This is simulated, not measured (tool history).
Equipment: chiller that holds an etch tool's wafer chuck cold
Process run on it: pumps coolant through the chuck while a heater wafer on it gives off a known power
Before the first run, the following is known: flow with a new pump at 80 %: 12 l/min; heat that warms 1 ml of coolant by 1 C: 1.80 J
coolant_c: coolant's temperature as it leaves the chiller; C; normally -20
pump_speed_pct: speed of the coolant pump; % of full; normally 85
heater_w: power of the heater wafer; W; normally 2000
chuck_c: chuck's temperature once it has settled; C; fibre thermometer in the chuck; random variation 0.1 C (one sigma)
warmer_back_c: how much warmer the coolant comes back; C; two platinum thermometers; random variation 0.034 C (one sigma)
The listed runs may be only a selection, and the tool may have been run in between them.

Run 1, hour 0: usual settings. Result: chuck_c -6.5 C, warmer_back_c 5.2 C.
Run 2, hour 56.1: usual settings. Result: chuck_c -6.4 C, warmer_back_c 5.2 C.
Run 3, hour 95.8: usual settings. Result: chuck_c -6.5 C, warmer_back_c 5.23 C.
Run 4, hour 174.5: usual settings. Result: chuck_c -6.6 C, warmer_back_c 5.2 C.
Run 5, hour 217.7: usual settings. Result: chuck_c -6.7 C, warmer_back_c 5.19 C.
Run 6, hour 302.9: usual settings. Result: chuck_c -6.5 C, warmer_back_c 5.21 C.
Run 7, hour 358.6: usual settings but pump_speed_pct 92 % of full. Result: chuck_c -7.7 C, warmer_back_c 4.79 C.
Run 8, hour 429.6: usual settings but pump_speed_pct 67 % of full. Result: chuck_c -3.1 C, warmer_back_c 6.79 C.
Run 9, hour 499.6: usual settings but pump_speed_pct 67 % of full, heater_w 2738 W. Result: chuck_c 3.2 C, warmer_back_c 9.27 C.
Run 10, hour 558.5: usual settings but pump_speed_pct 67 % of full, heater_w 2738 W. Result: chuck_c 3 C, warmer_back_c 9.33 C.
Run 11, hour 605.4: usual settings but pump_speed_pct 67 % of full, heater_w 2738 W. Result: chuck_c 3.1 C, warmer_back_c 9.22 C.
Run 12, hour 664.2: usual settings. Result: chuck_c -6.8 C, warmer_back_c 5.21 C.
Run 13, hour 726.6: usual settings but heater_w 1050 W. Result: chuck_c -13.1 C, warmer_back_c 2.71 C.
Run 14, hour 794.8: usual settings. Result: chuck_c -6.6 C, warmer_back_c 5.24 C.
Run 15, hour 836.4: usual settings. Result: chuck_c -6.5 C, warmer_back_c 5.24 C.
Run 16, hour 899.6: usual settings. Result: chuck_c -6.6 C, warmer_back_c 5.14 C.
Run 17, hour 959.3: usual settings. Result: chuck_c -6.5 C, warmer_back_c 5.25 C.
Run 18, hour 1038.1: usual settings but coolant_c -28 C, heater_w 2450 W. Result: chuck_c -11.7 C, warmer_back_c 6.34 C.
Run 19, hour 1112.8: usual settings but coolant_c -28 C, heater_w 2450 W. Result: chuck_c -11.6 C, warmer_back_c 6.31 C.
Run 20, hour 1159.2: usual settings but coolant_c -21 C, heater_w 1288 W. Result: chuck_c -12.4 C, warmer_back_c 3.41 C.
Run 21, hour 1238.8: usual settings but pump_speed_pct 65 % of full. Result: chuck_c -2.7 C, warmer_back_c 6.99 C.
Run 22, hour 1327.1: usual settings but coolant_c -28 C, pump_speed_pct 70 % of full. Result: chuck_c -11.7 C, warmer_back_c 6.41 C.
Run 23, hour 1390: usual settings but coolant_c -13 C, pump_speed_pct 72 % of full, heater_w 2655 W. Result: chuck_c 8 C, warmer_back_c 8.31 C.
Run 24, hour 1471.2: usual settings but coolant_c -13 C, pump_speed_pct 72 % of full, heater_w 2655 W. Result: chuck_c 7.9 C, warmer_back_c 8.28 C.
Run 25, hour 1539.1: usual settings but coolant_c -13 C, pump_speed_pct 82 % of full, heater_w 2372 W. Result: chuck_c 3.4 C, warmer_back_c 6.49 C.
Run 26, hour 1583.6: usual settings but coolant_c -18 C, pump_speed_pct 89 % of full, heater_w 1887 W. Result: chuck_c -5.9 C, warmer_back_c 4.61 C.
Run 27, hour 1667.3: usual settings but coolant_c -18 C, pump_speed_pct 89 % of full, heater_w 1887 W. Result: chuck_c -6 C, warmer_back_c 4.68 C.
Run 28, hour 1729.7: usual settings but heater_w 2099 W. Result: chuck_c -5.9 C, warmer_back_c 5.39 C.
Run 29, hour 1801.1: usual settings but pump_speed_pct 86 % of full, heater_w 1182 W. Result: chuck_c -12.2 C, warmer_back_c 3.04 C.
Run 30, hour 1871.2: usual settings but pump_speed_pct 86 % of full, heater_w 1182 W. Result: chuck_c -12.1 C, warmer_back_c 2.99 C.
Run 31, hour 1907.2: usual settings but coolant_c -22 C, pump_speed_pct 82 % of full, heater_w 2057 W. Result: chuck_c -7.6 C, warmer_back_c 5.63 C.

Consider 5 possible next runs. They are alternatives, not a sequence: every one starts from the tool as it was left by run 31. What does each give?
Run A, hour 1986: usual settings but coolant_c -22 C, pump_speed_pct 70 % of full, heater_w 2465 W. Result: chuck_c ?, warmer_back_c ?.
Run B, hour 1986: usual settings but coolant_c -22 C, pump_speed_pct 82 % of full, heater_w 1397 W. Result: chuck_c ?, warmer_back_c ?.
Run C, hour 1986: usual settings but pump_speed_pct 82 % of full, heater_w 2057 W. Result: chuck_c ?, warmer_back_c ?.
Run D, hour 1986: usual settings but coolant_c -22 C, pump_speed_pct 78 % of full, heater_w 1955 W. Result: chuck_c ?, warmer_back_c ?.
Run E, hour 1986: usual settings but pump_speed_pct 62 % of full. Result: chuck_c ?, warmer_back_c ?.

run  chuck_c  warmer_back_c
  A     -2.2           8.03
  B    -12.3           3.74
  C     -5.7           5.57
  D     -7.8           5.55
  E     -1.8           7.31
With no hidden state in the tool, these same runs would have given:
run  chuck_c  warmer_back_c
  A     -2.2           8.03
  B    -12.3           3.74
  C     -5.7           5.57
  D     -7.8           5.55
  E     -1.9           7.31

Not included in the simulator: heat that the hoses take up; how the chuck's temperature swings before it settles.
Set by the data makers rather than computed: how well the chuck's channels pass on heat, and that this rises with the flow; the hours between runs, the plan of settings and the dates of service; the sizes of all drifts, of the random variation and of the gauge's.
